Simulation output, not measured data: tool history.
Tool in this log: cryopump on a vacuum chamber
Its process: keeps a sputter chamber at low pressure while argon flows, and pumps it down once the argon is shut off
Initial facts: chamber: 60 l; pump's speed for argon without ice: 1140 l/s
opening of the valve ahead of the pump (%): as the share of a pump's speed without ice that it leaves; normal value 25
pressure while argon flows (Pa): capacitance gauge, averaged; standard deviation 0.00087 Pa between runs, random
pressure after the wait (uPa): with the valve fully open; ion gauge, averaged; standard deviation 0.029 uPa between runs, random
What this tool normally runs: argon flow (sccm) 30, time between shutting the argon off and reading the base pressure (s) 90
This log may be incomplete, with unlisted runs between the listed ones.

run,hour,argon flow (sccm),time between shutting the argon off and reading the base pressure (s),opening of the valve ahead of the pump (%),pressure while argon flows (Pa),pressure after the wait (uPa)
1,0.0,30,90,25,0.1791,2.05
2,64.4,30,90,25,0.1806,2.22
3,133.3,15,90,25,0.0917,2.43
4,196.4,30,90,25,0.1850,2.67
5,251.6,30,90,25,0.1859,2.82
6,345.4,30,90,25,0.1905,3.15
7,446.6,54,90,25,0.3473,3.54
8,532.4,54,114,25,0.3521,3.66
9,618.7,54,193,25,0.3572,3.75
# hour 662.1: pump warmed up, emptied and cooled again
10,692.8,54,193,25,0.3219,2.87
11,791.6,30,90,53,0.0879,3.71
# hour 837.4: leaking fittings of the chamber tightened, without venting
12,883.4,30,90,32,0.1446,1.52
13,936.9,30,90,32,0.1449,1.71
14,983.2,30,162,25,0.1851,1.33
15,1071.2,30,162,25,0.1892,1.60
16,1118.0,30,162,25,0.1888,1.70
17,1211.9,29,27,17,0.2658,5.09
18,1258.2,29,27,17,0.2682,5.18
19,1301.7,45,27,17,0.4185,5.36
20,1363.4,23,276,19,0.1977,2.28
# hour 1424.4: pump warmed up, emptied and cooled again
21,1454.7,23,276,19,0.1788,1.95
22,1514.8,25,90,29,0.1302,2.85
23,1563.4,25,90,29,0.1312,2.94
24,1638.6,25,90,29,0.1327,3.26
25,1729.0,29,38,54,0.0873,5.23
26,1787.3,52,74,22,0.3698,4.01
27,1872.4,52,74,22,0.3734,4.41

4 ways to go on from here, each from the tool as it stands after run 27. What would each give?
A,1937.4,30,83,25,?,?
B,1937.4,14,90,16,?,?
C,1937.4,34,74,22,?,?
D,1937.4,59,74,22,?,?

run,pressure while argon flows (Pa),pressure after the wait (uPa)
A,0.1939,4.52
B,0.1370,4.47
C,0.2469,4.80
D,0.4296,4.59
Without the tool's hidden state the same runs would have given:
run,pressure while argon flows (Pa),pressure after the wait (uPa)
A,0.1780,1.48
B,0.1296,1.40
C,0.2290,1.66
D,0.3982,1.60

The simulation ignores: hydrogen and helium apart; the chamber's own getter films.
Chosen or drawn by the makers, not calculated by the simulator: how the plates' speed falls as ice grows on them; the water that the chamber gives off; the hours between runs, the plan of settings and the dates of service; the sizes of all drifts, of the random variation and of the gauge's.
